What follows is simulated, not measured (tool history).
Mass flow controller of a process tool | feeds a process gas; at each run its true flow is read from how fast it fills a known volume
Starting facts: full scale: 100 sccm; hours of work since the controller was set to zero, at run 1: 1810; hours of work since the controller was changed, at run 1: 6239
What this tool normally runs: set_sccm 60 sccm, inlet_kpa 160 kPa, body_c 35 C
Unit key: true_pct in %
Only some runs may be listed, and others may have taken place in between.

| run | day | set_sccm | inlet_kpa | body_c | hours of work since the controller was set to zero | hours of work since the controller was changed | true_pct |
|---|---|---|---|---|---|---|---|
| 1 | 0 | 60 | 160 | 35 | 1810 | 6239 | 98.39 |
| 2 | 9.075 | 60 | 160 | 35 | 1915 | 6344 | 98.55 |
| 3 | 16.812 | 60 | 160 | 35 | 2005 | 6434 | 98.47 |
| 4 | 27.558 | 60 | 160 | 35 | 2129 | 6558 | 98.43 |
| 5 | 36.379 | 60 | 160 | 35 | 2231 | 6661 | 98.48 |
| 6 | 49.992 | 60 | 160 | 35 | 2389 | 6818 | 98.59 |
| 7 | 62.967 | 60 | 160 | 35 | 2539 | 6969 | 98.41 |
| 8 | 73.925 | 60 | 160 | 35 | 2666 | 7095 | 98.55 |
| 9 | 86.2 | 60 | 160 | 35 | 2808 | 7238 | 98.41 |
| 10 | 93.504 | 60 | 160 | 35 | 2893 | 7322 | 98.52 |
| 11 | 100.696 | 60 | 253 | 35 | 2976 | 7406 | 98.09 |
| 12 | 110.308 | 60 | 253 | 35 | 3088 | 7517 | 98.07 |
| 13 | 117.896 | 60 | 253 | 35 | 3175 | 7605 | 97.96 |
| 14 | 131.65 | 60 | 253 | 35 | 3335 | 7764 | 98.02 |
| 15 | 141.283 | 60 | 253 | 24 | 3446 | 7876 | 98.36 |
| 16 | 153.217 | 60 | 253 | 24 | 3584 | 8014 | 98.52 |
| 17 | 163.204 | 60 | 253 | 24 | 3700 | 8130 | 98.42 |
| 18 | 174.904 | 60 | 253 | 24 | 3836 | 8265 | 98.4 |
| 19 | 181.183 | 60 | 253 | 24 | 3908 | 8338 | 98.49 |
| 20 | 192.762 | 60 | 253 | 24 | 4042 | 8472 | 98.46 |
| 21 | 198.7 | 60 | 143 | 35 | 4111 | 8541 | 98.68 |
| 22 | 206.65 | 60 | 143 | 35 | 4203 | 8633 | 98.5 |
|  | 211.896 | controller's zero set anew |
| 23 | 218.125 | 60 | 143 | 35 | 72 | 8765 | 98.58 |
| 24 | 229.396 | 60 | 143 | 35 | 203 | 8896 | 98.48 |
| 25 | 236.638 | 60 | 143 | 35 | 287 | 8980 | 98.48 |
| 26 | 244.821 | 13 | 275 | 30 | 381 | 9075 | 96.62 |
|  | 254.154 | controller exchanged for a calibrated one |
| 27 | 254.746 | 45 | 268 | 35 | 7 | 7 | 97.58 |
| 28 | 263.675 | 10 | 160 | 24 | 110 | 110 | 97.23 |
| 29 | 270.2 | 16 | 159 | 30 | 186 | 186 | 97.19 |
| 30 | 277.988 | 18 | 170 | 20 | 276 | 276 | 97.76 |
| 31 | 291.579 | 18 | 170 | 20 | 433 | 433 | 97.62 |
| 32 | 303.167 | 18 | 170 | 20 | 568 | 568 | 97.74 |
| 33 | 313.592 | 75 | 160 | 35 | 688 | 688 | 98.84 |
| 34 | 323.267 | 75 | 160 | 35 | 800 | 800 | 99 |
| 35 | 337.238 | 75 | 160 | 35 | 962 | 962 | 98.88 |
| 36 | 346.754 | 75 | 234 | 37 | 1072 | 1072 | 98.53 |
| 37 | 355.342 | 75 | 234 | 37 | 1172 | 1172 | 98.6 |
| 38 | 361.483 | 60 | 160 | 38 | 1243 | 1243 | 98.39 |
| 39 | 368.833 | 23 | 160 | 38 | 1328 | 1328 | 97.08 |
| 40 | 381.004 | 62 | 271 | 25 | 1469 | 1469 | 98.55 |
| 41 | 388.758 | 60 | 265 | 35 | 1559 | 1559 | 97.86 |
| 42 | 398.458 | 24 | 160 | 35 | 1671 | 1671 | 97.18 |
| 43 | 405.667 | 62 | 161 | 22 | 1755 | 1755 | 99.01 |
| 44 | 417.667 | 62 | 154 | 32 | 1894 | 1894 | 98.7 |
| 45 | 427.446 | 24 | 219 | 36 | 2007 | 2007 | 96.85 |
| 46 | 435.508 | 60 | 160 | 34 | 2100 | 2100 | 98.49 |
| 47 | 442.55 | 60 | 160 | 34 | 2182 | 2182 | 98.4 |
| 48 | 453.8 | 14 | 234 | 23 | 2312 | 2312 | 97.1 |
| 49 | 463.779 | 17 | 169 | 35 | 2428 | 2428 | 96.87 |

Entry by entry between the runs, the difference in hidden state between the last listed run before and the first listed run after:
Runs 22 to 23: controller's zero set anew (day 211.896)
  flow at rest that the sensor doesn't see, % of full scale: -0.006 -> -0.001
Runs 26 to 27: controller exchanged for a calibrated one (day 254.154)
  flow at rest that the sensor doesn't see, % of full scale: -0.001 -> 0; true flow over the shown one, %: 0.01 -> 0
